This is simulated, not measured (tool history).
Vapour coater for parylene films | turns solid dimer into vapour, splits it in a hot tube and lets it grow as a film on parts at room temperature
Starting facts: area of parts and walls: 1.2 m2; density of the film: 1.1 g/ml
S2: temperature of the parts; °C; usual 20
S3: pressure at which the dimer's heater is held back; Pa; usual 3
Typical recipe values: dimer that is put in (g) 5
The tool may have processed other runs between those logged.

Run 1, hour 0: usual settings. Result: thickness of the film (nm) 3039.
Run 2, hour 31.7: usual settings. Result: thickness of the film (nm) 3043.
Run 3, hour 67.4: usual settings. Result: thickness of the film (nm) 3045.
Run 4, hour 97.7: usual settings. Result: thickness of the film (nm) 3034.
Run 5, hour 131.1: usual settings. Result: thickness of the film (nm) 3024.
Run 6, hour 161.1: usual settings. Result: thickness of the film (nm) 3023.
Run 7, hour 179.2: usual settings but S2 19 °C. Result: thickness of the film (nm) 3101.
Run 8, hour 204.3: usual settings but S2 19 °C. Result: thickness of the film (nm) 3079.
Run 9, hour 234.4: usual settings but S2 19 °C. Result: thickness of the film (nm) 3071.
Run 10, hour 265.4: usual settings but S3 6.19 Pa. Result: thickness of the film (nm) 2871.

For run 11, what comes out?
At hour 269.3: table's thermometer calibrated.
Run 11, hour 282.2: usual settings but dimer that is put in (g) 6, S3 9.14 Pa. Result: thickness of the film (nm) ?.

{"run 11": {"thickness of the film (nm)": 3373}}
If the tool had no hidden condition, the same run with the same run-to-run variation would have returned thickness of the film (nm) 3497.

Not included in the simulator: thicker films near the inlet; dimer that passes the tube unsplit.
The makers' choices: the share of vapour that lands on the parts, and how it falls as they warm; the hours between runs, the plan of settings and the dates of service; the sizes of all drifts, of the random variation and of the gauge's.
